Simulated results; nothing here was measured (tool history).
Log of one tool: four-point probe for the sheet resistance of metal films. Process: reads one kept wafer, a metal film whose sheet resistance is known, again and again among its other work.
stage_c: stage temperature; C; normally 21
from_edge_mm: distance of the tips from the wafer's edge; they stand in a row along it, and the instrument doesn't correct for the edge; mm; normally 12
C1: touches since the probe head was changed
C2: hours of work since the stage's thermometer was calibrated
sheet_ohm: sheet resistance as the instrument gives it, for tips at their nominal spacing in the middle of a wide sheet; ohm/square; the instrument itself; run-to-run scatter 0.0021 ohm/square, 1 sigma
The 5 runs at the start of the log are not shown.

{"run": 6, "hour": 85.9, "stage_c": 21, "from_edge_mm": 11, "C1": 12968, "C2": 573, "sheet_ohm": 10.355404}
{"run": 7, "hour": 104.7, "stage_c": 21, "from_edge_mm": 11, "C1": 13259, "C2": 585, "sheet_ohm": 10.360134}
{"run": 8, "hour": 123.9, "stage_c": 21, "from_edge_mm": 11, "C1": 13555, "C2": 598, "sheet_ohm": 10.361853}
{"run": 9, "hour": 144.8, "stage_c": 21, "from_edge_mm": 11, "C1": 13876, "C2": 611, "sheet_ohm": 10.360938}
{"hour": 147.7, "done": "stage's thermometer calibrated"}
{"run": 10, "hour": 164.3, "stage_c": 21, "from_edge_mm": 11, "C1": 14169, "C2": 11, "sheet_ohm": 10.356721}
{"run": 11, "hour": 177.7, "stage_c": 21, "from_edge_mm": 11, "C1": 14376, "C2": 20, "sheet_ohm": 10.359603}
{"run": 12, "hour": 202.4, "stage_c": 21, "from_edge_mm": 11, "C1": 14757, "C2": 36, "sheet_ohm": 10.355362}
{"run": 13, "hour": 225.8, "stage_c": 21, "from_edge_mm": 30, "C1": 15118, "C2": 51, "sheet_ohm": 10.294646}
{"run": 14, "hour": 239.1, "stage_c": 21, "from_edge_mm": 30, "C1": 15323, "C2": 60, "sheet_ohm": 10.297152}
{"run": 15, "hour": 257.4, "stage_c": 22, "from_edge_mm": 30, "C1": 15605, "C2": 72, "sheet_ohm": 10.293202}
{"run": 16, "hour": 272.1, "stage_c": 23, "from_edge_mm": 30, "C1": 15831, "C2": 81, "sheet_ohm": 10.289016}
{"run": 17, "hour": 293.6, "stage_c": 18, "from_edge_mm": 6, "C1": 16162, "C2": 95, "sheet_ohm": 10.538048}
{"hour": 300.3, "done": "stage's thermometer calibrated, once more"}
{"run": 18, "hour": 313.4, "stage_c": 18, "from_edge_mm": 6, "C1": 16460, "C2": 9, "sheet_ohm": 10.55032}
{"run": 19, "hour": 329.8, "stage_c": 29, "from_edge_mm": 13, "C1": 16713, "C2": 19, "sheet_ohm": 10.320197}
{"run": 20, "hour": 351.8, "stage_c": 29, "from_edge_mm": 12, "C1": 17051, "C2": 34, "sheet_ohm": 10.326902}
{"run": 21, "hour": 363.4, "stage_c": 33, "from_edge_mm": 5, "C1": 17231, "C2": 41, "sheet_ohm": 10.595055}
{"run": 22, "hour": 385.7, "stage_c": 33, "from_edge_mm": 5, "C1": 17575, "C2": 56, "sheet_ohm": 10.59253}
{"run": 23, "hour": 408.7, "stage_c": 33, "from_edge_mm": 5, "C1": 17928, "C2": 71, "sheet_ohm": 10.598734}
{"run": 24, "hour": 426.3, "stage_c": 33, "from_edge_mm": 5, "C1": 18200, "C2": 82, "sheet_ohm": 10.593433}
{"run": 25, "hour": 450.2, "stage_c": 23, "from_edge_mm": 34, "C1": 18569, "C2": 98, "sheet_ohm": 10.29265}
{"run": 26, "hour": 466.1, "stage_c": 23, "from_edge_mm": 34, "C1": 18813, "C2": 108, "sheet_ohm": 10.291066}
{"run": 27, "hour": 483.7, "stage_c": 23, "from_edge_mm": 34, "C1": 19085, "C2": 120, "sheet_ohm": 10.28991}
{"run": 28, "hour": 503.7, "stage_c": 23, "from_edge_mm": 7, "C1": 19393, "C2": 133, "sheet_ohm": 10.464443}
{"run": 29, "hour": 528.4, "stage_c": 24, "from_edge_mm": 11, "C1": 19774, "C2": 149, "sheet_ohm": 10.355303}

What does the tool deliver on the next run?
{"run": 30, "hour": 541.9, "stage_c": 20, "from_edge_mm": 12, "C1": 19982, "C2": 158, "sheet_ohm": "?"}

Run 30 measured sheet_ohm 10.35912 ohm/square.
The same run, on a tool lacking any hidden state, would have yielded sheet_ohm 10.36736 ohm/square.

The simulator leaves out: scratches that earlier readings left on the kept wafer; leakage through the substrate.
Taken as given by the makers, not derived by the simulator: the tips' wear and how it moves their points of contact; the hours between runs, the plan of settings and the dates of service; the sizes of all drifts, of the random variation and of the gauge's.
